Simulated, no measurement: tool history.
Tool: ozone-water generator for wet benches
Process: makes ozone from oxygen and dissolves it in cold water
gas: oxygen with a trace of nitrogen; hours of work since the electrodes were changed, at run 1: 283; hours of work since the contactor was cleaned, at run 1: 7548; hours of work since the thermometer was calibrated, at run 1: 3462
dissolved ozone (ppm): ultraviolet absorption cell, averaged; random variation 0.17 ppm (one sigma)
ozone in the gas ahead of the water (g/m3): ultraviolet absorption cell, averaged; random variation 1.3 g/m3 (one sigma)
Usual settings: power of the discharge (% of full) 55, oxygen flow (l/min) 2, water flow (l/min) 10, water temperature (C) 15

run	day	power of the discharge (% of full)	oxygen flow (l/min)	water flow (l/min)	water temperature (C)	hours of work since the electrodes were changed	hours of work since the contactor was cleaned	hours of work since the thermometer was calibrated	dissolved ozone (ppm)	ozone in the gas ahead of the water (g/m3)
1	0	55	2	10	15	283	7548	3462	20.7	232.2
2	0.712	55	2	10	15	295	7560	3474	20.8	228.7
3	2.083	45	2	10	15	318	7583	3496	18.1	198.9
4	2.825	45	2	10	15	330	7596	3509	17.9	200.2
5	3.692	45	2	10	15	344	7610	3523	18	200.6
6	4.367	45	2	10	15	356	7621	3534	17.9	200.4
7	5.625	45	2	10	15	377	7642	3555	17.9	198.3
8	6.9	45	2	10	15	398	7664	3577	18.3	199.2
9	8.212	55	2	10	18	420	7685	3599	20	232
10	9.008	55	2	10	18	433	7699	3612	20.1	231.1
11	9.633	55	2	10	18	443	7709	3622	20.2	230
12	11.058	55	2	10	8	467	7733	3646	22.2	232.1
13	12.429	55	2	9	15	490	7756	3669	22.4	231.3
14	13.317	74	2	10	15	505	7770	3684	25.3	285.4
15	14.283	55	2	15	15	521	7787	3700	14.3	231.3
16	14.954	55	2	15	15	532	7798	3711	14.4	228.7
17	16.071	55	2	15	15	551	7816	3729	14.4	229.6
18	16.838	55	2	15	15	564	7829	3742	14.4	230.9
19	17.562	77	1.49	15	12	576	7841	3754	17.3	331.2
# day 17.85: contactor cleaned
20	18.329	46	3.04	10	12	586	8	3764	19.5	168.7
21	19.1	98	2.11	10	22	599	21	3777	27.4	340.8
22	20.521	98	2.11	10	22	622	44	3801	26.9	341.9
# day 21.479: contactor cleaned, once more
23	22.046	98	2.11	10	22	645	9	3824	30.6	344.2
24	22.696	55	1.42	10	21	656	20	3834	18.9	263.6
25	23.475	58	3.14	14	10	669	33	3847	20.5	198.2
26	24.308	46	2	7	15	683	47	3861	25.6	200.1
27	25.225	81	2	10	15	698	62	3877	29.1	303
28	26.125	55	2	10	9	713	77	3892	23.2	229.9
29	27.146	55	2	13	15	730	94	3909	17.8	230.6
30	27.742	47	2.43	7	20	740	104	3918	24.1	189.7
31	28.767	53	2	10	9	757	121	3936	22.9	223.7
32	29.896	53	2	10	9	776	140	3954	23	222.7

3 ways to go on from here, each from the tool as it stands after run 32. What would each give?
A	30.946	75	2.38	7	15	793	158	3972	?	?
B	30.946	53	2	9	9	793	158	3972	?	?
C	30.946	53	1.67	14	8	793	158	3972	?	?

run	dissolved ozone (ppm)	ozone in the gas ahead of the water (g/m3)
A	36.3	269.6
B	24.9	223.8
C	16.1	240.5
Without the tool's hidden state the same runs would have given:
run	dissolved ozone (ppm)	ozone in the gas ahead of the water (g/m3)
A	37	272.8
B	25.3	225.8
C	16.3	242.7
